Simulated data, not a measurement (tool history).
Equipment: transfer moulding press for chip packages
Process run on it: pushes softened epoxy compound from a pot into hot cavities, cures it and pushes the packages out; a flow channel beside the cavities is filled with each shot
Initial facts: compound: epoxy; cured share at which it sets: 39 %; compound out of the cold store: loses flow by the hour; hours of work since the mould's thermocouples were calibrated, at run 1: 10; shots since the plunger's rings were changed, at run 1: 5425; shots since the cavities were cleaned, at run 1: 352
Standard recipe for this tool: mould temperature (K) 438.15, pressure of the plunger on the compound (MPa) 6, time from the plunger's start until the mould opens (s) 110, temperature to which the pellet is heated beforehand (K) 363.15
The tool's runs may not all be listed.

run,hour,mould temperature (K),pressure of the plunger on the compound (MPa),time from the plunger's start until the mould opens (s),temperature to which the pellet is heated beforehand (K),hours of work since the mould's thermocouples were calibrated,shots since the plunger's rings were changed,shots since the cavities were cleaned,incoming compound's hours out of the cold store,length that the compound runs in the flow channel (mm),greatest force on the pins that push the packages out (N)
1,0,438.15,6,110,363.15,10,5425,352,35,883,652
2,9.2,438.15,6,110,363.15,16,5533,460,33.9,887,697
3,24.1,438.15,6,110,363.15,27,5707,634,13.7,928,797
4,38.7,438.15,6,110,363.15,38,5877,804,23.4,901,786
# hour 49.4: plunger's sealing rings changed
# hour 55.2: cavities cleaned with cleaning compound and waxed
5,57.8,438.15,6,110,363.15,49,82,31,30.8,926,455
6,74,438.15,6,110,363.15,61,270,219,10.6,965,596
7,82.5,438.15,6,110,363.15,67,369,318,27.3,927,644
8,93,438.15,6,110,368.15,75,493,442,34.3,911,684
9,104,438.15,6,110,355.15,83,620,569,19.9,943,762
10,119.8,438.15,6,110,355.15,95,805,754,27,926,758
11,131,438.15,5.83,110,363.15,103,936,885,35.7,891,806
# hour 138: cavities cleaned with cleaning compound and waxed
12,143.9,438.15,5.83,110,363.15,111,1069,70,18.4,933,495
13,154.3,438.15,6,110,363.15,119,1190,191,12.7,953,576
14,167.4,438.15,6,110,355.15,128,1343,344,16.4,948,660
15,177.8,438.15,6,110,355.15,136,1464,465,23.7,934,676
16,185.3,438.15,6,110,355.15,142,1552,553,37.7,897,715
17,195.1,434.15,6,110,355.15,149,1666,667,9.4,987,1003
18,203.4,436.15,7.15,136,371.15,155,1763,764,27.6,1028,710
# hour 206.1: mould's thermocouples calibrated
19,215.8,433.15,6,110,359.15,7,1884,885,13.6,979,1164
# hour 223.3: cavities cleaned with cleaning compound and waxed
20,229.4,438.15,6,110,363.15,16,2026,72,39,896,498
21,239.4,438.15,6,141,363.15,23,2142,188,36.4,898,482
22,245.9,433.15,7.07,148,359.15,28,2219,265,34.1,1008,567
23,255,438.15,6,110,357.15,35,2324,370,40.2,890,679
24,267.3,438.15,6,110,357.15,44,2468,514,22.2,926,722
# hour 280.7: mould's thermocouples calibrated, once more
25,281.5,438.15,6,110,357.15,1,2610,656,13.2,934,753
26,297.3,438.15,7.29,136,355.15,12,2795,841,39.1,972,667
# hour 308.5: cavities cleaned with cleaning compound and waxed
27,314.1,438.15,7.29,136,355.15,23,2973,65,40.7,965,427
28,327.6,438.15,7.29,136,355.15,33,3131,223,40.1,966,514
29,343.6,430.15,7.29,97,355.15,45,3318,410,33.9,1029,1463

Consider 4 possible next runs. They are alternatives, not a sequence: every one starts from the tool as it was left by run 29. What does each give?
A,352,430.15,7.29,112,355.15,51,3415,507,17.7,?,?
B,352,438.15,5.63,110,363.15,51,3415,507,18.7,?,?
C,352,431.15,7.29,97,370.15,51,3415,507,32.5,?,?
D,352,430.15,7.24,112,360.15,51,3415,507,32,?,?

run,length that the compound runs in the flow channel (mm),greatest force on the pins that push the packages out (N)
A,1068,1205
B,897,668
C,1026,1429
D,1027,1109
Without the tool's hidden state the same runs would have given:
run,length that the compound runs in the flow channel (mm),greatest force on the pins that push the packages out (N)
A,1100,749
B,924,410
C,1056,891
D,1057,690

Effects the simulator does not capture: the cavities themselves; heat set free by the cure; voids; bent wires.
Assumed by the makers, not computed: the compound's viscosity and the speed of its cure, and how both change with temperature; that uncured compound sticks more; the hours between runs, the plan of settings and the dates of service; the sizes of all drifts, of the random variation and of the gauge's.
